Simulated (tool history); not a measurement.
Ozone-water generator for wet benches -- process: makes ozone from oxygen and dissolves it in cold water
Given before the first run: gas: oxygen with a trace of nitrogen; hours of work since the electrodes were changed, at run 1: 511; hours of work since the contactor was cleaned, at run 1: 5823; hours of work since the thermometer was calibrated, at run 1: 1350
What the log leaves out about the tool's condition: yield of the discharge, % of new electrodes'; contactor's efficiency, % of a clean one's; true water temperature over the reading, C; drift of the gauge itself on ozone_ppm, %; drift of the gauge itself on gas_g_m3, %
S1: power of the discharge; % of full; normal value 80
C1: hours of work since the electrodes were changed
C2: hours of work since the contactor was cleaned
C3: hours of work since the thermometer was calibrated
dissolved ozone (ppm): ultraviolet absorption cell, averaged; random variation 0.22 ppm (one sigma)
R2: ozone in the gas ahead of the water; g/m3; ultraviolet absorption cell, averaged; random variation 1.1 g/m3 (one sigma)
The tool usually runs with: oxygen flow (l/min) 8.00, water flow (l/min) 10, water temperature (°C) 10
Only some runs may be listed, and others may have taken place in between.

Run 1, hour 0.0: usual settings; C1 511; C2 5823; C3 1350. Result: dissolved ozone (ppm) 31.3, R2 195.5 g/m3.
Run 2, hour 60.5: usual settings; C1 558; C2 5870; C3 1397. Result: dissolved ozone (ppm) 30.4, R2 196.0 g/m3.
Run 3, hour 161.0: usual settings; C1 637; C2 5948; C3 1475. Result: dissolved ozone (ppm) 30.9, R2 193.0 g/m3.
Run 4, hour 215.1: usual settings but S1 84 % of full; C1 679; C2 5990; C3 1517. Result: dissolved ozone (ppm) 31.7, R2 202.2 g/m3.
Run 5, hour 319.1: usual settings but oxygen flow (l/min) 10.51; C1 759; C2 6071; C3 1598. Result: dissolved ozone (ppm) 30.6, R2 176.5 g/m3.
Run 6, hour 431.8: usual settings but oxygen flow (l/min) 10.51; C1 847; C2 6158; C3 1686. Result: dissolved ozone (ppm) 30.8, R2 178.6 g/m3.
Run 7, hour 551.9: usual settings but water flow (l/min) 9; C1 940; C2 6252; C3 1779. Result: dissolved ozone (ppm) 32.3, R2 193.8 g/m3.
Run 8, hour 680.0: usual settings but oxygen flow (l/min) 6.13; C1 1040; C2 6351; C3 1879. Result: dissolved ozone (ppm) 29.7, R2 209.8 g/m3.
Run 9, hour 812.1: usual settings but oxygen flow (l/min) 6.13; C1 1143; C2 6454; C3 1981. Result: dissolved ozone (ppm) 29.8, R2 208.4 g/m3.
At hour 822.5: water thermometer calibrated.
Run 10, hour 943.1: usual settings; C1 1244; C2 6555; C3 94. Result: dissolved ozone (ppm) 29.9, R2 192.4 g/m3.
Run 11, hour 1063.9: usual settings but S1 48 % of full; C1 1338; C2 6649; C3 188. Result: dissolved ozone (ppm) 20.3, R2 130.1 g/m3.
At hour 1108.9: water thermometer calibrated, once more.
Run 12, hour 1164.5: usual settings but S1 48 % of full; C1 1416; C2 6727; C3 43. Result: dissolved ozone (ppm) 20.6, R2 129.3 g/m3.
Run 13, hour 1243.3: usual settings but S1 48 % of full; C1 1477; C2 6788; C3 104. Result: dissolved ozone (ppm) 20.4, R2 129.8 g/m3.
Run 14, hour 1331.4: usual settings but S1 48 % of full; C1 1546; C2 6857; C3 173. Result: dissolved ozone (ppm) 20.4, R2 130.1 g/m3.
Run 15, hour 1390.8: usual settings but S1 48 % of full; C1 1592; C2 6903; C3 219. Result: dissolved ozone (ppm) 20.3, R2 129.7 g/m3.
Run 16, hour 1471.3: usual settings but S1 48 % of full; C1 1654; C2 6966; C3 282. Result: dissolved ozone (ppm) 20.4, R2 128.9 g/m3.
Run 17, hour 1575.8: usual settings but S1 48 % of full; C1 1736; C2 7047; C3 363. Result: dissolved ozone (ppm) 20.4, R2 129.3 g/m3.
Run 18, hour 1647.5: usual settings but S1 41 % of full, oxygen flow (l/min) 6.71; C1 1791; C2 7103; C3 419. Result: dissolved ozone (ppm) 18.1, R2 121.5 g/m3.
Run 19, hour 1721.0: usual settings but S1 41 % of full, oxygen flow (l/min) 6.71; C1 1848; C2 7160; C3 476. Result: dissolved ozone (ppm) 17.7, R2 120.9 g/m3.
Run 20, hour 1779.4: usual settings but S1 79 % of full, oxygen flow (l/min) 8.87; C1 1894; C2 7205; C3 521. Result: dissolved ozone (ppm) 29.9, R2 182.1 g/m3.
Run 21, hour 1907.6: usual settings but S1 79 % of full, oxygen flow (l/min) 8.87; C1 1994; C2 7305; C3 621. Result: dissolved ozone (ppm) 29.4, R2 182.9 g/m3.
Run 22, hour 2035.4: usual settings but S1 66 % of full, oxygen flow (l/min) 12.49, water flow (l/min) 7, water temperature (°C) 6; C1 2093; C2 7404; C3 720. Result: dissolved ozone (ppm) 33.6, R2 142.6 g/m3.
Run 23, hour 2089.4: usual settings but S1 66 % of full, oxygen flow (l/min) 12.49, water flow (l/min) 7, water temperature (°C) 6; C1 2135; C2 7446; C3 762. Result: dissolved ozone (ppm) 33.4, R2 144.0 g/m3.
Run 24, hour 2161.9: usual settings but S1 43 % of full, oxygen flow (l/min) 10.77; C1 2191; C2 7502; C3 819. Result: dissolved ozone (ppm) 18.3, R2 108.2 g/m3.
Run 25, hour 2216.4: usual settings but water flow (l/min) 6, water temperature (°C) 17; C1 2234; C2 7545; C3 861. Result: dissolved ozone (ppm) 32.3, R2 187.9 g/m3.
Run 26, hour 2297.4: usual settings but water flow (l/min) 6, water temperature (°C) 17; C1 2297; C2 7608; C3 924. Result: dissolved ozone (ppm) 32.0, R2 188.1 g/m3.
Run 27, hour 2383.9: usual settings but S1 98 % of full, water flow (l/min) 15; C1 2364; C2 7675; C3 991. Result: dissolved ozone (ppm) 25.8, R2 217.6 g/m3.
Run 28, hour 2442.6: usual settings but S1 92 % of full, oxygen flow (l/min) 4.16; C1 2409; C2 7721; C3 1037. Result: dissolved ozone (ppm) 30.1, R2 255.5 g/m3.
Run 29, hour 2519.1: usual settings but oxygen flow (l/min) 4.06; C1 2469; C2 7780; C3 1096. Result: dissolved ozone (ppm) 26.9, R2 231.9 g/m3.
Run 30, hour 2574.0: usual settings but water temperature (°C) 5; C1 2512; C2 7823; C3 1139. Result: dissolved ozone (ppm) 32.2, R2 189.5 g/m3.
Run 31, hour 2653.4: usual settings but S1 46 % of full, water temperature (°C) 12; C1 2573; C2 7885; C3 1201. Result: dissolved ozone (ppm) 18.4, R2 123.1 g/m3.
Run 32, hour 2715.3: usual settings but water temperature (°C) 6; C1 2621; C2 7933; C3 1249. Result: dissolved ozone (ppm) 31.1, R2 185.7 g/m3.

Here are 3 independent what-if runs from the current tool condition. What would each one return?
Run A, hour 2802.4: usual settings but oxygen flow (l/min) 10.78, water flow (l/min) 6, water temperature (°C) 17; C1 2689; C2 8000; C3 1316. Result: dissolved ozone (ppm) ?, R2 ?.
Run B, hour 2802.4: usual settings but oxygen flow (l/min) 4.93, water flow (l/min) 16, water temperature (°C) 6; C1 2689; C2 8000; C3 1316. Result: dissolved ozone (ppm) ?, R2 ?.
Run C, hour 2802.4: usual settings but water flow (l/min) 7; C1 2689; C2 8000; C3 1316. Result: dissolved ozone (ppm) ?, R2 ?.

run  dissolved ozone (ppm)     R2
  A                   31.1  170.8
  B                   20.1  218.3
  C                   35.4  187.4
Without the tool's unlogged condition, the same runs would have read:
run  dissolved ozone (ppm)     R2
  A                   34.6  179.5
  B                   22.7  229.4
  C                   39.5  196.9

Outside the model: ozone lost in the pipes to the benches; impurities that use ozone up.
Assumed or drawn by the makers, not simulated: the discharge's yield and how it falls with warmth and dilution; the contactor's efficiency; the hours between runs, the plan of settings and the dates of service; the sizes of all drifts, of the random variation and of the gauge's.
